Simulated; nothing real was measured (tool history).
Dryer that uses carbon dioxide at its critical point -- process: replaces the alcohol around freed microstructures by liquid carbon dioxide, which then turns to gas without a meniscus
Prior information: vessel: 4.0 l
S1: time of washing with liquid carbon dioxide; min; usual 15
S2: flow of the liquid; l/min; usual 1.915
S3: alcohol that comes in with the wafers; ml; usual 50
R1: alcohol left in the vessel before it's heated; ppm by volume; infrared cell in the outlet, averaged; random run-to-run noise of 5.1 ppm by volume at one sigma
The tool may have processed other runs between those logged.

{"run": 1, "hour": 0.0, "S1": 15, "S2": 1.915, "S3": 50, "R1": 67}
{"run": 2, "hour": 42.7, "S1": 15, "S2": 1.84, "S3": 50, "R1": 80}
{"run": 3, "hour": 95.0, "S1": 15, "S2": 1.77, "S3": 50, "R1": 100}
{"run": 4, "hour": 133.0, "S1": 15, "S2": 1.77, "S3": 50, "R1": 97}
{"run": 5, "hour": 170.9, "S1": 15, "S2": 1.77, "S3": 50, "R1": 103}
{"run": 6, "hour": 203.8, "S1": 15, "S2": 1.915, "S3": 50, "R1": 83}
{"run": 7, "hour": 227.9, "S1": 15, "S2": 1.915, "S3": 50, "R1": 78}
{"run": 8, "hour": 275.2, "S1": 15, "S2": 1.915, "S3": 50, "R1": 81}
{"run": 9, "hour": 312.2, "S1": 15, "S2": 1.915, "S3": 50, "R1": 90}
{"run": 10, "hour": 359.3, "S1": 15, "S2": 1.915, "S3": 50, "R1": 98}
{"run": 11, "hour": 404.6, "S1": 15, "S2": 1.74, "S3": 50, "R1": 146}
{"run": 12, "hour": 428.9, "S1": 15, "S2": 1.74, "S3": 50, "R1": 148}
{"run": 13, "hour": 472.7, "S1": 15, "S2": 2.85, "S3": 50, "R1": 49}
{"run": 14, "hour": 510.4, "S1": 15, "S2": 1.915, "S3": 50, "R1": 115}
{"run": 15, "hour": 561.4, "S1": 15, "S2": 1.915, "S3": 82, "R1": 170}
{"run": 16, "hour": 601.3, "S1": 15, "S2": 1.915, "S3": 82, "R1": 178}
{"run": 17, "hour": 648.4, "S1": 15, "S2": 2.29, "S3": 50, "R1": 84}
{"run": 18, "hour": 688.4, "S1": 15, "S2": 2.75, "S3": 50, "R1": 60}
{"run": 19, "hour": 715.1, "S1": 15, "S2": 2.75, "S3": 50, "R1": 69}
{"run": 20, "hour": 765.8, "S1": 15, "S2": 1.915, "S3": 69, "R1": 181}
{"run": 21, "hour": 793.2, "S1": 11, "S2": 1.47, "S3": 24, "R1": 440}
{"hour": 806.4, "done": "inlet filter changed"}
{"run": 22, "hour": 838.0, "S1": 11, "S2": 1.47, "S3": 24, "R1": 318}
{"run": 23, "hour": 871.6, "S1": 11, "S2": 2.24, "S3": 21, "R1": 102}
{"run": 24, "hour": 905.5, "S1": 16, "S2": 1.39, "S3": 36, "R1": 180}
{"run": 25, "hour": 944.9, "S1": 16, "S2": 1.39, "S3": 36, "R1": 177}
{"run": 26, "hour": 967.3, "S1": 16, "S2": 1.39, "S3": 36, "R1": 205}
{"run": 27, "hour": 1001.4, "S1": 15, "S2": 1.3, "S3": 84, "R1": 583}
{"run": 28, "hour": 1050.8, "S1": 10, "S2": 2.54, "S3": 59, "R1": 189}
{"run": 29, "hour": 1103.8, "S1": 10, "S2": 2.54, "S3": 59, "R1": 199}
{"run": 30, "hour": 1152.9, "S1": 10, "S2": 2.54, "S3": 59, "R1": 204}
{"run": 31, "hour": 1183.5, "S1": 12, "S2": 1.915, "S3": 34, "R1": 193}
{"run": 32, "hour": 1238.1, "S1": 22, "S2": 1.915, "S3": 27, "R1": 75}
{"hour": 1285.3, "done": "purifier's bed changed"}
{"run": 33, "hour": 1290.2, "S1": 15, "S2": 2.54, "S3": 50, "R1": 7}
{"run": 34, "hour": 1323.9, "S1": 12, "S2": 1.36, "S3": 82, "R1": 1132}
{"run": 35, "hour": 1364.4, "S1": 12, "S2": 1.36, "S3": 82, "R1": 1152}
{"run": 36, "hour": 1395.5, "S1": 15, "S2": 1.915, "S3": 56, "R1": 100}
{"run": 37, "hour": 1418.8, "S1": 19, "S2": 1.25, "S3": 96, "R1": 380}
{"run": 38, "hour": 1468.9, "S1": 19, "S2": 1.25, "S3": 96, "R1": 432}
{"run": 39, "hour": 1515.3, "S1": 16, "S2": 1.915, "S3": 50, "R1": 88}

Run by run, hidden condition taken away, random variation retained:
The hidden state here: flow that reaches the vessel past the clogged filter, %; alcohol in the recycled carbon dioxide, ppm; drift of the gauge itself on alcohol_ppm, %.
run=1 R1=52
run=2 R1=61
run=3 R1=75
run=4 R1=68
run=5 R1=69
run=6 R1=50
run=7 R1=42
run=8 R1=41
run=9 R1=47
run=10 R1=50
run=11 R1=82
run=12 R1=80
run=13 R1=12
run=14 R1=51
run=15 R1=79
run=16 R1=82
run=17 R1=26
run=18 R1=10
run=19 R1=17
run=20 R1=70
run=21 R1=260
run=22 R1=261
run=23 R1=47
run=24 R1=117
run=25 R1=111
run=26 R1=133
run=27 R1=459
run=28 R1=104
run=29 R1=107
run=30 R1=107
run=31 R1=97
run=32 R1=7
run=33 R1=0
run=34 R1=844
run=35 R1=839
run=36 R1=56
run=37 R1=229
run=38 R1=252
run=39 R1=44
